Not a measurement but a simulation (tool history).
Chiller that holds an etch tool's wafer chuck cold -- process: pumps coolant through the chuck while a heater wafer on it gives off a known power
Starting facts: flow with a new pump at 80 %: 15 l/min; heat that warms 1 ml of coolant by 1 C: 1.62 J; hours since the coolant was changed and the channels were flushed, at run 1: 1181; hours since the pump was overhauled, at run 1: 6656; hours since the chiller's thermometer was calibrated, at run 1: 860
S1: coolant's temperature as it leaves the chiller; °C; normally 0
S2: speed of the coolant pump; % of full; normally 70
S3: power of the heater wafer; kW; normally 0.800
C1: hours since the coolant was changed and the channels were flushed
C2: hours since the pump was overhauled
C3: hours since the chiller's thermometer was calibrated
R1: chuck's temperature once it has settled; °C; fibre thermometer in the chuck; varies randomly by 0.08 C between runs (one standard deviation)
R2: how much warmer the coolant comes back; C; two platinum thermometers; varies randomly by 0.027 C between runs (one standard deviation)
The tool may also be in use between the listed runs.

{"run": 1, "day": 0.0, "S1": 0, "S2": 70, "S3": 0.8, "C1": 1181, "C2": 6656, "C3": 860, "R1": 8.23, "R2": 2.33}
{"run": 2, "day": 5.996, "S1": 0, "S2": 72, "S3": 0.8, "C1": 1325, "C2": 6800, "C3": 1004, "R1": 8.11, "R2": 2.24}
{"run": 3, "day": 10.6, "S1": 0, "S2": 72, "S3": 0.8, "C1": 1436, "C2": 6911, "C3": 1114, "R1": 8.01, "R2": 2.21}
{"run": 4, "day": 15.258, "S1": 0, "S2": 72, "S3": 0.8, "C1": 1548, "C2": 7022, "C3": 1226, "R1": 8.04, "R2": 2.25}
{"run": 5, "day": 20.008, "S1": 0, "S2": 70, "S3": 0.8, "C1": 1662, "C2": 7136, "C3": 1340, "R1": 8.18, "R2": 2.28}
{"run": 6, "day": 24.492, "S1": -3, "S2": 70, "S3": 0.8, "C1": 1769, "C2": 7244, "C3": 1447, "R1": 5.19, "R2": 2.3}
{"run": 7, "day": 30.258, "S1": 3, "S2": 70, "S3": 0.8, "C1": 1908, "C2": 7383, "C3": 1586, "R1": 11.24, "R2": 2.26}
{"run": 8, "day": 34.062, "S1": 0, "S2": 70, "S3": 0.596, "C1": 1999, "C2": 7474, "C3": 1677, "R1": 6.14, "R2": 1.71}
{"run": 9, "day": 39.412, "S1": 0, "S2": 76, "S3": 0.596, "C1": 2127, "C2": 7602, "C3": 1805, "R1": 5.75, "R2": 1.55}
{"run": 10, "day": 45.317, "S1": 0, "S2": 70, "S3": 0.8, "C1": 2269, "C2": 7744, "C3": 1947, "R1": 8.19, "R2": 2.29}
{"run": 11, "day": 48.517, "S1": 0, "S2": 70, "S3": 0.8, "C1": 2346, "C2": 7821, "C3": 2024, "R1": 8.39, "R2": 2.32}
{"run": 12, "day": 54.021, "S1": 0, "S2": 70, "S3": 0.8, "C1": 2478, "C2": 7953, "C3": 2156, "R1": 8.36, "R2": 2.28}
{"run": 13, "day": 60.721, "S1": 0, "S2": 70, "S3": 0.8, "C1": 2639, "C2": 8114, "C3": 2317, "R1": 8.29, "R2": 2.27}
{"run": 14, "day": 66.25, "S1": 0, "S2": 70, "S3": 0.8, "C1": 2771, "C2": 8246, "C3": 2450, "R1": 8.24, "R2": 2.31}
{"run": 15, "day": 72.854, "S1": -5, "S2": 70, "S3": 0.8, "C1": 2930, "C2": 8405, "C3": 2608, "R1": 3.35, "R2": 2.3}
{"run": 16, "day": 78.525, "S1": 0, "S2": 70, "S3": 0.8, "C1": 3066, "C2": 8541, "C3": 2744, "R1": 8.43, "R2": 2.3}
{"run": 17, "day": 82.029, "S1": 0, "S2": 70, "S3": 0.8, "C1": 3150, "C2": 8625, "C3": 2828, "R1": 8.4, "R2": 2.29}
{"run": 18, "day": 87.288, "S1": 0, "S2": 70, "S3": 0.8, "C1": 3276, "C2": 8751, "C3": 2955, "R1": 8.24, "R2": 2.31}
{"run": 19, "day": 93.533, "S1": 0, "S2": 91, "S3": 0.978, "C1": 3426, "C2": 8901, "C3": 3104, "R1": 8.46, "R2": 2.11}
{"run": 20, "day": 96.529, "S1": -7, "S2": 86, "S3": 0.502, "C1": 3498, "C2": 8973, "C3": 3176, "R1": -2.66, "R2": 1.12}
{"run": 21, "day": 102.083, "S1": -7, "S2": 86, "S3": 0.502, "C1": 3631, "C2": 9106, "C3": 3310, "R1": -2.44, "R2": 1.17}
{"run": 22, "day": 107.029, "S1": 8, "S2": 87, "S3": 0.437, "C1": 3750, "C2": 9225, "C3": 3428, "R1": 11.76, "R2": 0.96}
{"run": 23, "day": 113.479, "S1": 3, "S2": 70, "S3": 0.706, "C1": 3905, "C2": 9380, "C3": 3583, "R1": 10.28, "R2": 2.06}
{"run": 24, "day": 119.371, "S1": -5, "S2": 89, "S3": 0.458, "C1": 4046, "C2": 9521, "C3": 3725, "R1": -1.12, "R2": 1.05}
{"run": 25, "day": 125.746, "S1": 7, "S2": 70, "S3": 1.098, "C1": 4199, "C2": 9674, "C3": 3878, "R1": 18.32, "R2": 3.22}
{"run": 26, "day": 129.796, "S1": 7, "S2": 67, "S3": 0.54, "C1": 4296, "C2": 9771, "C3": 3975, "R1": 12.9, "R2": 1.61}
{"run": 27, "day": 135.3, "S1": -7, "S2": 88, "S3": 0.411, "C1": 4429, "C2": 9904, "C3": 4107, "R1": -3.49, "R2": 0.9}
{"run": 28, "day": 139.0, "S1": -7, "S2": 80, "S3": 0.874, "C1": 4517, "C2": 9992, "C3": 4196, "R1": 1.22, "R2": 2.19}
{"run": 29, "day": 143.638, "S1": 7, "S2": 96, "S3": 0.8, "C1": 4629, "C2": 10104, "C3": 4307, "R1": 13.57, "R2": 1.66}
{"day": 145.229, "done": "chiller's thermometer calibrated"}
{"run": 30, "day": 146.779, "S1": -4, "S2": 95, "S3": 1.03, "C1": 4703, "C2": 10178, "C3": 37, "R1": 4.58, "R2": 2.14}
{"run": 31, "day": 153.042, "S1": 5, "S2": 74, "S3": 0.589, "C1": 4853, "C2": 10328, "C3": 187, "R1": 10.88, "R2": 1.58}

Hidden state at the last listed run before each entry between runs and at the first one after, where it differs:
Logged between run 29 and run 30: chiller's thermometer calibrated (day 145.229)
  coolant's true temperature over the reading, C: -0.02 -> 0
